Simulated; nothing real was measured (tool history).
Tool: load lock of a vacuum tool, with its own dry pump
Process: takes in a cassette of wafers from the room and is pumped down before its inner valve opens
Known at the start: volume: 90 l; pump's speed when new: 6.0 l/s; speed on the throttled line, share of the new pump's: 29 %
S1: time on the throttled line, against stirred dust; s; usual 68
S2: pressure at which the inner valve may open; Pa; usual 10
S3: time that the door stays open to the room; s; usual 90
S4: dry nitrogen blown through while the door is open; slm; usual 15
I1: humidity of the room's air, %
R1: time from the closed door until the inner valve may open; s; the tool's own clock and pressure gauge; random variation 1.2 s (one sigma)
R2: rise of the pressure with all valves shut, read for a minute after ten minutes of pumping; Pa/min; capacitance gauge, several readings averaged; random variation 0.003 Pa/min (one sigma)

run,hour,S1,S2,S3,S4,I1,R1,R2
1,0.0,68,10,90,15,47.1,207.8,0.123
2,143.6,68,10,90,15,37.1,209.6,0.126
3,362.1,68,10,90,15,44.1,209.3,0.130
4,635.1,68,10,90,15,43.7,210.3,0.137
5,875.7,68,10,90,15,43.1,211.6,0.134
6,1005.4,68,12,90,15,44.5,208.5,0.141
7,1268.8,68,12,90,15,44.3,208.0,0.142
8,1445.6,68,12,90,15,43.7,209.2,0.144
9,1687.5,68,12,90,15,42.7,212.6,0.151
10,1896.5,68,11,90,9,48.0,213.4,0.156
11,2032.4,90,15,63,9,46.9,223.3,0.161
12,2254.4,90,15,63,9,46.4,221.9,0.162
13,2525.0,95,14,31,15,46.9,231.7,0.154
14,2746.3,73,13,34,5,44.1,220.8,0.175
15,2924.8,103,11,34,5,44.4,240.9,0.169
16,3181.1,103,11,34,5,48.3,246.1,0.179
17,3443.0,103,11,34,5,42.6,243.1,0.181

The same runs without the tool's hidden state, with the same run-to-run variation:
The hidden state here: pump's speed, % of a new pump's; leak at the door's seal, Pa l/s; drift of the gauge itself on ready_s, %; drift of the gauge itself on rise_pa_min, %.
run,R1,R2
1,187.2,0.021
2,188.4,0.021
3,187.4,0.022
4,187.2,0.025
5,187.6,0.019
6,184.2,0.024
7,182.8,0.018
8,183.4,0.018
9,185.3,0.023
10,185.4,0.027
11,197.3,0.029
12,195.3,0.025
13,203.6,0.011
14,189.3,0.027
15,210.7,0.020
16,214.1,0.025
17,210.5,0.025
